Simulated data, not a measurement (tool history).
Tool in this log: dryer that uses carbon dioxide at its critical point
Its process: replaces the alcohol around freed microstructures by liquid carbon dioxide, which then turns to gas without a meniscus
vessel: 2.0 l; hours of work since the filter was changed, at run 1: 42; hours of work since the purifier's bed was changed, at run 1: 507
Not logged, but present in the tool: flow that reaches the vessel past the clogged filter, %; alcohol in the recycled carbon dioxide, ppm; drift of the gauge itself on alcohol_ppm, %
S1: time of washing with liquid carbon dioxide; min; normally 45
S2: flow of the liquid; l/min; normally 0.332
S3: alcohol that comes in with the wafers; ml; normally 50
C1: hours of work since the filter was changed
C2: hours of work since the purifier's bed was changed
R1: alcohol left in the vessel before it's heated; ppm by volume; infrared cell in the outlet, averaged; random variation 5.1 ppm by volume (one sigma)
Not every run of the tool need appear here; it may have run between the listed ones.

{"run": 1, "day": 0.0, "S1": 45, "S2": 0.332, "S3": 50, "C1": 42, "C2": 507, "R1": 98}
{"run": 2, "day": 1.496, "S1": 45, "S2": 0.332, "S3": 50, "C1": 62, "C2": 527, "R1": 101}
{"run": 3, "day": 3.217, "S1": 45, "S2": 0.332, "S3": 50, "C1": 85, "C2": 550, "R1": 90}
{"run": 4, "day": 4.762, "S1": 45, "S2": 0.434, "S3": 50, "C1": 105, "C2": 570, "R1": 54}
{"run": 5, "day": 5.888, "S1": 45, "S2": 0.434, "S3": 50, "C1": 120, "C2": 585, "R1": 53}
{"run": 6, "day": 7.362, "S1": 45, "S2": 0.434, "S3": 50, "C1": 139, "C2": 604, "R1": 61}
{"run": 7, "day": 8.558, "S1": 45, "S2": 0.332, "S3": 50, "C1": 155, "C2": 620, "R1": 107}
{"run": 8, "day": 9.629, "S1": 45, "S2": 0.332, "S3": 44, "C1": 169, "C2": 634, "R1": 111}
{"run": 9, "day": 10.867, "S1": 45, "S2": 0.332, "S3": 44, "C1": 185, "C2": 650, "R1": 95}
{"run": 10, "day": 12.417, "S1": 45, "S2": 0.332, "S3": 65, "C1": 205, "C2": 670, "R1": 139}
{"run": 11, "day": 13.796, "S1": 45, "S2": 0.332, "S3": 65, "C1": 223, "C2": 688, "R1": 127}
{"run": 12, "day": 15.058, "S1": 45, "S2": 0.461, "S3": 65, "C1": 240, "C2": 705, "R1": 58}
{"run": 13, "day": 16.3, "S1": 45, "S2": 0.461, "S3": 65, "C1": 256, "C2": 721, "R1": 60}
{"run": 14, "day": 17.521, "S1": 45, "S2": 0.332, "S3": 50, "C1": 272, "C2": 737, "R1": 117}
{"run": 15, "day": 19.342, "S1": 61, "S2": 0.207, "S3": 49, "C1": 296, "C2": 761, "R1": 237}
{"run": 16, "day": 20.5, "S1": 44, "S2": 0.352, "S3": 60, "C1": 311, "C2": 776, "R1": 112}
{"run": 17, "day": 22.379, "S1": 65, "S2": 0.332, "S3": 26, "C1": 336, "C2": 801, "R1": 64}
{"run": 18, "day": 24.238, "S1": 45, "S2": 0.415, "S3": 113, "C1": 360, "C2": 825, "R1": 93}
{"run": 19, "day": 25.238, "S1": 36, "S2": 0.462, "S3": 50, "C1": 373, "C2": 838, "R1": 93}
{"run": 20, "day": 27.167, "S1": 57, "S2": 0.266, "S3": 59, "C1": 399, "C2": 864, "R1": 154}
{"run": 21, "day": 29.183, "S1": 57, "S2": 0.266, "S3": 59, "C1": 425, "C2": 890, "R1": 148}
{"run": 22, "day": 30.733, "S1": 58, "S2": 0.266, "S3": 41, "C1": 446, "C2": 910, "R1": 119}
{"run": 23, "day": 31.825, "S1": 30, "S2": 0.488, "S3": 50, "C1": 460, "C2": 925, "R1": 149}
{"day": 32.308, "done": "inlet filter changed"}
{"run": 24, "day": 33.188, "S1": 45, "S2": 0.436, "S3": 62, "C1": 12, "C2": 942, "R1": 75}
{"run": 25, "day": 34.25, "S1": 35, "S2": 0.332, "S3": 22, "C1": 25, "C2": 956, "R1": 154}
{"run": 26, "day": 36.129, "S1": 69, "S2": 0.249, "S3": 63, "C1": 50, "C2": 981, "R1": 105}
{"run": 27, "day": 37.908, "S1": 69, "S2": 0.249, "S3": 63, "C1": 73, "C2": 1004, "R1": 101}

4 options for the next run, each taken on its own from the tool as it stands now. Forecast them:
{"run": "A", "day": 39.388, "S1": 60, "S2": 0.332, "S3": 96, "C1": 93, "C2": 1023, "R1": "?"}
{"run": "B", "day": 39.388, "S1": 44, "S2": 0.253, "S3": 90, "C1": 93, "C2": 1023, "R1": "?"}
{"run": "C", "day": 39.388, "S1": 65, "S2": 0.423, "S3": 50, "C1": 93, "C2": 1023, "R1": "?"}
{"run": "D", "day": 39.388, "S1": 45, "S2": 0.393, "S3": 46, "C1": 93, "C2": 1023, "R1": "?"}

run=A R1=82
run=B R1=614
run=C R1=70
run=D R1=80
Without the tool's unlogged condition, the same runs would have read:
run=A R1=16
run=B R1=516
run=C R1=5
run=D R1=12

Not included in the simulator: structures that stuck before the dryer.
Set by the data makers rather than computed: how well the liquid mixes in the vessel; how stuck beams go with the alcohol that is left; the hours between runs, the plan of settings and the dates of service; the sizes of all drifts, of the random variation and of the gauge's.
